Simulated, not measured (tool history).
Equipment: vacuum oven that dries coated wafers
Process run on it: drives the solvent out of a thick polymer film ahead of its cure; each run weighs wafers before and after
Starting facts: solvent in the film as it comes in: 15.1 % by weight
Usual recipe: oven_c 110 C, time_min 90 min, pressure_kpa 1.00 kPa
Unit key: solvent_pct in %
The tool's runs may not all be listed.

run	hour	oven_c	time_min	pressure_kpa	solvent_pct
1	0.0	110	90	1.00	2.87
2	66.1	110	90	1.00	2.88
3	126.0	110	90	1.00	2.85
4	187.5	110	90	1.00	2.88
5	236.0	110	90	1.00	2.86
6	298.9	110	90	1.00	2.89
7	348.0	117	90	1.00	1.77
8	403.3	117	90	1.00	1.77
9	439.2	117	90	1.00	1.77
10	473.5	110	90	1.00	2.93
11	535.2	101	90	1.00	4.80
12	567.5	101	90	1.00	4.88
13	604.6	101	90	1.00	4.88
14	665.4	101	90	1.00	4.83
15	714.3	101	90	3.85	5.99
16	765.4	101	90	1.48	5.10
# hour 789.3: oven's thermocouples calibrated
17	805.0	101	90	1.48	5.11
18	860.1	110	120	1.00	2.07
19	894.0	110	120	1.00	2.05
20	928.1	110	120	1.00	2.10
21	959.9	110	120	1.00	2.07
# hour 1006.6: oven's thermocouples calibrated, once more
22	1025.3	110	120	1.00	1.96
23	1073.4	116	90	1.00	1.98
24	1118.9	116	90	1.00	1.97
25	1180.7	112	87	0.84	2.70
26	1246.4	109	107	0.84	2.54
27	1298.2	109	107	0.84	2.54
28	1354.0	110	56	2.72	5.46
29	1386.1	110	90	1.95	3.41
30	1433.4	118	50	1.91	4.05

What does the tool deliver on the next run?
31	1491.2	114	51	1.99	?

{"run 31": {"solvent_pct": 4.88}}
Were there no unlogged condition in the tool, this run, its random variation unchanged, would have produced solvent_pct 4.56 %.
